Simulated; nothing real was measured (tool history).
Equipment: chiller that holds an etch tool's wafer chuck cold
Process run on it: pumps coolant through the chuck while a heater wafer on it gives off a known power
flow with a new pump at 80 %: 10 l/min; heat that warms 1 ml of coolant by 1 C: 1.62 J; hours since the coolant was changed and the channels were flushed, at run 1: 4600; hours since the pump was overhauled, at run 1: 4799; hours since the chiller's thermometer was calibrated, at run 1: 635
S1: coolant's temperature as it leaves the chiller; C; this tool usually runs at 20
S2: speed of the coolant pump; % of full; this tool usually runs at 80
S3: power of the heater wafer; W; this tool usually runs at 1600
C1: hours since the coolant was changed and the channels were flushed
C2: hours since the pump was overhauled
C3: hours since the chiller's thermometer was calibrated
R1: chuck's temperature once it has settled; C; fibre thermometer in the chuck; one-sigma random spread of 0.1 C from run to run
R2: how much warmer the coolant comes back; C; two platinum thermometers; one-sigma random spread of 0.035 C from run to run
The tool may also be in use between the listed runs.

{"run": 1, "hour": 0.0, "S1": 20, "S2": 80, "S3": 1600, "C1": 4600, "C2": 4799, "C3": 635, "R1": 36.2, "R2": 6.22}
{"run": 2, "hour": 145.2, "S1": 10, "S2": 80, "S3": 1600, "C1": 4745, "C2": 4944, "C3": 780, "R1": 26.2, "R2": 6.16}
{"run": 3, "hour": 259.1, "S1": 10, "S2": 80, "S3": 1600, "C1": 4859, "C2": 5058, "C3": 894, "R1": 26.4, "R2": 6.2}
{"run": 4, "hour": 392.6, "S1": 20, "S2": 88, "S3": 1600, "C1": 4993, "C2": 5191, "C3": 1028, "R1": 35.4, "R2": 5.59}
{"run": 5, "hour": 504.1, "S1": 20, "S2": 88, "S3": 1600, "C1": 5104, "C2": 5303, "C3": 1139, "R1": 35.4, "R2": 5.57}
{"run": 6, "hour": 703.3, "S1": 20, "S2": 88, "S3": 1600, "C1": 5303, "C2": 5502, "C3": 1338, "R1": 35.7, "R2": 5.62}
{"run": 7, "hour": 827.5, "S1": 26, "S2": 80, "S3": 1600, "C1": 5427, "C2": 5626, "C3": 1463, "R1": 42.5, "R2": 6.25}
{"run": 8, "hour": 1019.2, "S1": 20, "S2": 86, "S3": 1600, "C1": 5619, "C2": 5818, "C3": 1654, "R1": 35.5, "R2": 5.78}
{"run": 9, "hour": 1172.8, "S1": 11, "S2": 71, "S3": 1600, "C1": 5773, "C2": 5972, "C3": 1808, "R1": 29.1, "R2": 7.29}
{"hour": 1184.8, "done": "chiller's thermometer calibrated"}
{"run": 10, "hour": 1359.7, "S1": 11, "S2": 71, "S3": 1600, "C1": 5959, "C2": 6158, "C3": 175, "R1": 29.2, "R2": 7.34}
{"run": 11, "hour": 1503.5, "S1": 11, "S2": 71, "S3": 1600, "C1": 6103, "C2": 6301, "C3": 319, "R1": 29.2, "R2": 7.21}
{"hour": 1649.0, "done": "chiller's thermometer calibrated, once more"}
{"run": 12, "hour": 1690.0, "S1": 29, "S2": 80, "S3": 1308, "C1": 6288, "C2": 6487, "C3": 41, "R1": 43, "R2": 5.16}
{"hour": 1805.3, "done": "coolant pump overhauled"}
{"run": 13, "hour": 1828.5, "S1": 29, "S2": 80, "S3": 1308, "C1": 6421, "C2": 23, "C3": 174, "R1": 42.6, "R2": 4.84}
{"run": 14, "hour": 1994.9, "S1": 24, "S2": 62, "S3": 867, "C1": 6588, "C2": 190, "C3": 341, "R1": 34.7, "R2": 4.29}
{"run": 15, "hour": 2110.3, "S1": 20, "S2": 76, "S3": 2335, "C1": 6703, "C2": 305, "C3": 456, "R1": 45.3, "R2": 9.18}
{"run": 16, "hour": 2235.9, "S1": 27, "S2": 75, "S3": 1822, "C1": 6829, "C2": 431, "C3": 582, "R1": 46.7, "R2": 7.22}

Forecast each of these 5 alternatives for the next run:
{"hour": 2399.8, "done": "coolant changed, channels flushed"}
{"run": "A", "hour": 2433.3, "S1": 14, "S2": 75, "S3": 1600, "C1": 34, "C2": 622, "C3": 773, "R1": "?", "R2": "?"}
{"hour": 2399.8, "done": "coolant changed, channels flushed"}
{"run": "B", "hour": 2433.3, "S1": 20, "S2": 75, "S3": 1822, "C1": 34, "C2": 622, "C3": 773, "R1": "?", "R2": "?"}
{"hour": 2399.8, "done": "coolant changed, channels flushed"}
{"run": "C", "hour": 2433.3, "S1": 14, "S2": 70, "S3": 954, "C1": 34, "C2": 622, "C3": 773, "R1": "?", "R2": "?"}
{"hour": 2399.8, "done": "coolant changed, channels flushed"}
{"run": "D", "hour": 2433.3, "S1": 21, "S2": 75, "S3": 1241, "C1": 34, "C2": 622, "C3": 773, "R1": "?", "R2": "?"}
{"hour": 2399.8, "done": "coolant changed, channels flushed"}
{"run": "E", "hour": 2433.3, "S1": 20, "S2": 78, "S3": 1233, "C1": 34, "C2": 622, "C3": 773, "R1": "?", "R2": "?"}

run=A R1=28.8 R2=6.39
run=B R1=37 R2=7.24
run=C R1=23.3 R2=4.12
run=D R1=32.4 R2=5.06
run=E R1=31 R2=4.73
Without the tool's hidden state the same runs would have given:
run=A R1=28.9 R2=6.35
run=B R1=37 R2=7.2
run=C R1=23.4 R2=4.1
run=D R1=32.5 R2=5.03
run=E R1=31.1 R2=4.71

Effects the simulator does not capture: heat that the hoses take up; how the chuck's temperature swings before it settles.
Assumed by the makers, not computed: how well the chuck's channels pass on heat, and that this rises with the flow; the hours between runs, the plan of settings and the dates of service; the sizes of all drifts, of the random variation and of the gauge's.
